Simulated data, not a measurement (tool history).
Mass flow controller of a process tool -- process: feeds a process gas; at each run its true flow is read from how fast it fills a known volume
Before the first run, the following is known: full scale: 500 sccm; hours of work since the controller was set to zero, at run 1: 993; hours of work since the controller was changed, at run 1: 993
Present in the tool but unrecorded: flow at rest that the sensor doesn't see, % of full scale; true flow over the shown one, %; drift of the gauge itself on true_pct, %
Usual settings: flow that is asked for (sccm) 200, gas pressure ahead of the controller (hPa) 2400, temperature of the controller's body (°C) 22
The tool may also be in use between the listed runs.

run      day  flow that is asked for (sccm)  gas pressure ahead of the controller (hPa)  temperature of the controller's body (°C)  hours of work since the controller was set to zero  hours of work since the controller was changed  true flow (%)
  1    0.000                            200                                        2400                                         22                                                 993                                             993          98.00
  2    4.350                            200                                        2400                                         22                                                1042                                            1042          98.12
  3    6.571                            200                                        2400                                         22                                                1068                                            1068          98.17
  4   11.138                            200                                        2400                                         22                                                1120                                            1120          98.17
  5   14.842                            200                                        2400                                         22                                                1163                                            1163          98.20
  6   18.321                            200                                        2400                                         22                                                1203                                            1203          98.42
  7   22.362                            200                                        2400                                         22                                                1249                                            1249          98.41
  8   26.717                            200                                        2400                                         22                                                1299                                            1299          98.47
  9   31.025                            200                                        2400                                         22                                                1348                                            1348          98.56
 10   35.079                            200                                        2490                                         22                                                1395                                            1395          98.51
 11   36.942                            200                                        1860                                         22                                                1416                                            1416          98.97
 12   39.488                            200                                        1860                                         22                                                1445                                            1445          98.91
 13   41.812                            200                                        1860                                         22                                                1472                                            1472          99.06
 14   44.492                            200                                        1860                                         22                                                1503                                            1503          99.15
 15   47.029                            200                                        1960                                         22                                                1532                                            1532          98.98
 16   50.038                            200                                        1960                                         22                                                1566                                            1566          99.00
 17   54.321                            200                                        1960                                         22                                                1616                                            1616          99.20
      55.229  -- gauge calibrated
 18   58.333                            200                                        1960                                         22                                                1662                                            1662          98.31
 19   62.483                            200                                        1960                                         22                                                1709                                            1709          98.39
 20   64.829                            200                                        1960                                         22                                                1736                                            1736          98.34
 21   67.408                            200                                        1960                                         22                                                1766                                            1766          98.43
 22   70.188                            200                                        1960                                         22                                                1798                                            1798          98.50
 23   74.746                            200                                        2400                                         22                                                1850                                            1850          98.32
 24   78.371                            200                                        2400                                         27                                                1891                                            1891          97.80
 25   81.325                            285                                        2090                                         21                                                1925                                            1925          99.36
 26   85.058                             91                                        1640                                         22                                                1968                                            1968          98.31
 27   89.421                            405                                        2530                                         22                                                2018                                            2018          99.99
 28   93.333                            200                                        2400                                         33                                                2063                                            2063          97.41
 29   96.500                            196                                        1650                                         22                                                2099                                            2099          99.16
 30   98.800                            196                                        1650                                         22                                                2126                                            2126          98.98
 31  100.654                             94                                        1550                                         25                                                2147                                            2147          98.10
 32  105.117                            120                                        2690                                         27                                                2198                                            2198          97.47
 33  107.521                            120                                        1930                                         22                                                2226                                            2226          98.58
 34  111.746                            120                                        2530                                         39                                                2274                                            2274          96.26
 35  115.683                            491                                        2100                                         24                                                2319                                            2319         101.02
 36  119.188                            145                                        2400                                         27                                                2359                                            2359          97.96
 37  123.333                            200                                        2150                                         21                                                2407                                            2407          99.41
 38  125.508                            105                                        2400                                         25                                                2432                                            2432          98.21
 39  129.338                            200                                        1720                                         22                                                2476                                            2476          99.71
 40  133.088                            200                                        1720                                         22                                                2519                                            2519          99.73
 41  134.971                            204                                        1420                                         21                                                2540                                            2540         100.05
 42  137.033                            165                                        2310                                         29                                                2564                                            2564          98.36
 43  140.917                            200                                        1900                                         22                                                2609                                            2609          99.70
 44  142.821                            345                                        1550                                         39                                                2631                                            2631          98.95
 45  145.992                             77                                        2420                                         25                                                2667                                            2667          98.32
 46  148.062                            200                                        2290                                         40                                                2691                                            2691          97.40
 47  152.104                             72                                        2400                                         26                                                2737                                            2737          98.04

Each row is a separate what-if for the run after 47, all from the same tool condition, not one after another. Results?
  A  154.871                            200                                        1860                                         22                                                2769                                            2769              ?
  B  154.871                             72                                        2400                                         35                                                2769                                            2769              ?
  C  154.871                            274                                        1440                                         26                                                2769                                            2769              ?

run  true flow (%)
  A          99.83
  B          97.25
  C         100.30
With the hidden condition removed and each run's random variation left untouched, the same runs would have given:
run  true flow (%)
  A          98.21
  B          95.68
  C          98.67

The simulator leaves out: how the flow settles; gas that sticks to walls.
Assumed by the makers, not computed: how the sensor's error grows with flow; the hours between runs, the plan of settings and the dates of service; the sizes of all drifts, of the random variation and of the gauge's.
